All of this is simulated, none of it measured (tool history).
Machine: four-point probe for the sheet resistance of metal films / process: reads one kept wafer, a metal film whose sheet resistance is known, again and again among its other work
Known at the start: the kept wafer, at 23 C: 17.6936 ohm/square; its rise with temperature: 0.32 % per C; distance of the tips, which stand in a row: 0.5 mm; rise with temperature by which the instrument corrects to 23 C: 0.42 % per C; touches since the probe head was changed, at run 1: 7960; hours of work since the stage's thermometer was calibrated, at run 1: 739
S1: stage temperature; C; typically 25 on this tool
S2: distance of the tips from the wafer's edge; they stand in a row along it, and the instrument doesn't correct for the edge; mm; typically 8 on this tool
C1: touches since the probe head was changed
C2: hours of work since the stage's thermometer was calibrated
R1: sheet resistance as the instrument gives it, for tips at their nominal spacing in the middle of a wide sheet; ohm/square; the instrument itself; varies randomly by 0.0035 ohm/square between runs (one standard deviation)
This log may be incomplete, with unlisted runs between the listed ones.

run 1 hour=0 | S1=25 S2=8 | C1=7960 C2=739 | R1=17.642756
run 2 hour=8.5 | S1=25 S2=4 | C1=8226 C2=744 | R1=17.740784
run 3 hour=25 | S1=25 S2=4 | C1=8740 C2=752 | R1=17.747315
run 4 hour=34.1 | S1=25 S2=4 | C1=9025 C2=756 | R1=17.755552
run 5 hour=47 | S1=21 S2=4 | C1=9427 C2=763 | R1=17.823492
run 6 hour=59.6 | S1=25 S2=8 | C1=9820 C2=769 | R1=17.641653
run 7 hour=69.3 | S1=24 S2=8 | C1=10125 C2=774 | R1=17.655571
run 8 hour=79.2 | S1=25 S2=8 | C1=10432 C2=779 | R1=17.641229
run 9 hour=93.6 | S1=25 S2=8 | C1=10880 C2=786 | R1=17.638636
-- hour=95.5 stage's thermometer calibrated
run 10 hour=108.4 | S1=18 S2=8 | C1=11328 C2=7 | R1=17.76087
run 11 hour=117.3 | S1=18 S2=8 | C1=11607 C2=11 | R1=17.764304
-- hour=124.4 stage's thermometer calibrated, once more
run 12 hour=126.4 | S1=25 S2=8 | C1=11875 C2=1 | R1=17.658009
run 13 hour=141.1 | S1=25 S2=8 | C1=12331 C2=8 | R1=17.648795
run 14 hour=155.4 | S1=25 S2=8 | C1=12781 C2=16 | R1=17.651024
run 15 hour=164.7 | S1=31 S2=23 | C1=13070 C2=20 | R1=17.52514
run 16 hour=180.7 | S1=34 S2=5 | C1=13568 C2=28 | R1=17.554833
run 17 hour=188.5 | S1=24 S2=60 | C1=13811 C2=32 | R1=17.628667
run 18 hour=201.2 | S1=24 S2=60 | C1=14210 C2=39 | R1=17.635592
run 19 hour=219 | S1=18 S2=6 | C1=14764 C2=48 | R1=17.795856
run 20 hour=235.2 | S1=22 S2=11 | C1=15269 C2=56 | R1=17.68485
run 21 hour=243 | S1=19 S2=40 | C1=15514 C2=60 | R1=17.720329
run 22 hour=251.3 | S1=19 S2=40 | C1=15772 C2=64 | R1=17.714578
run 23 hour=264.8 | S1=35 S2=6 | C1=16195 C2=71 | R1=17.504352
run 24 hour=278.2 | S1=35 S2=6 | C1=16612 C2=77 | R1=17.511237
run 25 hour=295 | S1=21 S2=15 | C1=17137 C2=86 | R1=17.688369
run 26 hour=306.9 | S1=21 S2=15 | C1=17509 C2=92 | R1=17.686591
run 27 hour=317.4 | S1=33 S2=10 | C1=17835 C2=97 | R1=17.497924
run 28 hour=325.5 | S1=33 S2=10 | C1=18088 C2=101 | R1=17.501621

The same runs without the tool's hidden state, with the same run-to-run variation:
Hidden state at play: inner tips' distance over the nominal, %; tips' flats over new ones', %; wafer's true temperature over the reading, C; drift of the gauge itself on sheet_ohm, %.
run=1 R1=17.696634
run=2 R1=17.795369
run=3 R1=17.802711
run=4 R1=17.811404
run=5 R1=17.880311
run=6 R1=17.698417
run=7 R1=17.712889
run=8 R1=17.698959
run=9 R1=17.697064
run=10 R1=17.823166
run=11 R1=17.827026
run=12 R1=17.70081
run=13 R1=17.692214
run=14 R1=17.695111
run=15 R1=17.569447
run=16 R1=17.599957
run=17 R1=17.6743
run=18 R1=17.681847
run=19 R1=17.843348
run=20 R1=17.732842
run=21 R1=17.76879
run=22 R1=17.76341
run=23 R1=17.553279
run=24 R1=17.560802
run=25 R1=17.739176
run=26 R1=17.73798
run=27 R1=17.549331
run=28 R1=17.55341

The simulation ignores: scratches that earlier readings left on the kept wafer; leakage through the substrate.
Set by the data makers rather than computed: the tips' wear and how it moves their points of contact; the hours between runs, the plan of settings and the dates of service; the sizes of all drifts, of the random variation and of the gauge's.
